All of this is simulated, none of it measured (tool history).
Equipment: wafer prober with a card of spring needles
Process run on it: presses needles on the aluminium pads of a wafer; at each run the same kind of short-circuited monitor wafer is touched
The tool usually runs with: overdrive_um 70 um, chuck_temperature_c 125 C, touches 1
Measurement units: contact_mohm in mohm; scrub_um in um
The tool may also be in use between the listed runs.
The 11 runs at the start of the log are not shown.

| run | hour | overdrive_um | chuck_temperature_c | touches | contact_mohm | scrub_um |
|---|---|---|---|---|---|---|
|  | 175.9 | tips cleaned on abrasive film |
| 12 | 187.3 | 70 | 125 | 1 | 282 | 13.8 |
|  | 190.3 | tips cleaned on abrasive film |
|  | 204.3 | tips cleaned on abrasive film |
| 13 | 206.1 | 70 | 125 | 1 | 263 | 13.8 |
|  | 218.3 | tips cleaned on abrasive film |
| 14 | 227 | 85 | 125 | 1 | 265 | 16.78 |
|  | 231.8 | tips cleaned on abrasive film |
| 15 | 243.7 | 70 | 125 | 1 | 285 | 13.74 |
|  | 246.1 | tips cleaned on abrasive film |
|  | 259.4 | tips cleaned on abrasive film |
| 16 | 264.4 | 70 | 125 | 1 | 275 | 13.75 |
|  | 273 | tips cleaned on abrasive film |
| 17 | 285.6 | 57 | 93 | 1 | 294 | 11.13 |
|  | 287.7 | tips cleaned on abrasive film |
| 18 | 297.8 | 61 | 93 | 2 | 272 | 11.95 |
|  | 301.3 | tips cleaned on abrasive film |
| 19 | 313.3 | 61 | 93 | 1 | 288 | 11.95 |
|  | 315.5 | tips cleaned on abrasive film |
| 20 | 322.8 | 61 | 93 | 1 | 278 | 11.94 |
|  | 328.7 | tips cleaned on abrasive film |
|  | 342.9 | tips cleaned on abrasive film |
| 21 | 345.2 | 61 | 93 | 1 | 262 | 11.9 |
|  | 356.9 | tips cleaned on abrasive film |
| 22 | 358 | 81 | 93 | 1 | 252 | 15.85 |
|  | 371 | tips cleaned on abrasive film |
| 23 | 375.6 | 81 | 93 | 1 | 262 | 15.87 |
|  | 384.9 | tips cleaned on abrasive film |
| 24 | 394.7 | 81 | 93 | 1 | 261 | 15.85 |
|  | 398.5 | tips cleaned on abrasive film |
|  | 412.2 | tips cleaned on abrasive film |
| 25 | 412.4 | 70 | 45 | 2 | 235 | 13.68 |
| 26 | 422.4 | 69 | 103 | 1 | 275 | 13.43 |
|  | 426.4 | tips cleaned on abrasive film |
| 27 | 436.1 | 82 | 51 | 1 | 258 | 15.99 |
|  | 441.3 | tips cleaned on abrasive film |
| 28 | 452.1 | 68 | 88 | 2 | 265 | 13.24 |
|  | 455.3 | tips cleaned on abrasive film |
| 29 | 466.9 | 52 | 100 | 2 | 290 | 10.05 |
|  | 468.8 | tips cleaned on abrasive film |
|  | 478.8 | height of the first contact set anew |
| 30 | 479.4 | 52 | 100 | 2 | 287 | 10.3 |
|  | 482.3 | tips cleaned on abrasive film |
| 31 | 493.8 | 59 | 125 | 1 | 300 | 11.68 |

Predict each of these 5 candidate next runs independently; none follows another, all start after run 31:
|  | 495.9 | tips cleaned on abrasive film |
| A | 505.2 | 52 | 125 | 2 | ? | ? |
|  | 495.9 | tips cleaned on abrasive film |
| B | 505.2 | 59 | 82 | 2 | ? | ? |
|  | 495.9 | tips cleaned on abrasive film |
| C | 505.2 | 79 | 60 | 2 | ? | ? |
|  | 495.9 | tips cleaned on abrasive film |
| D | 505.2 | 70 | 106 | 2 | ? | ? |
|  | 495.9 | tips cleaned on abrasive film |
| E | 505.2 | 70 | 106 | 2 | ? | ? |

| run | contact_mohm | scrub_um |
|---|---|---|
| A | 293 | 10.3 |
| B | 268 | 11.67 |
| C | 247 | 15.63 |
| D | 268 | 13.84 |
| E | 267 | 13.81 |
What these runs would have given with no unlogged condition in the tool:
| run | contact_mohm | scrub_um |
|---|---|---|
| A | 265 | 10.32 |
| B | 245 | 11.69 |
| C | 233 | 15.65 |
| D | 252 | 13.86 |
| E | 251 | 13.84 |
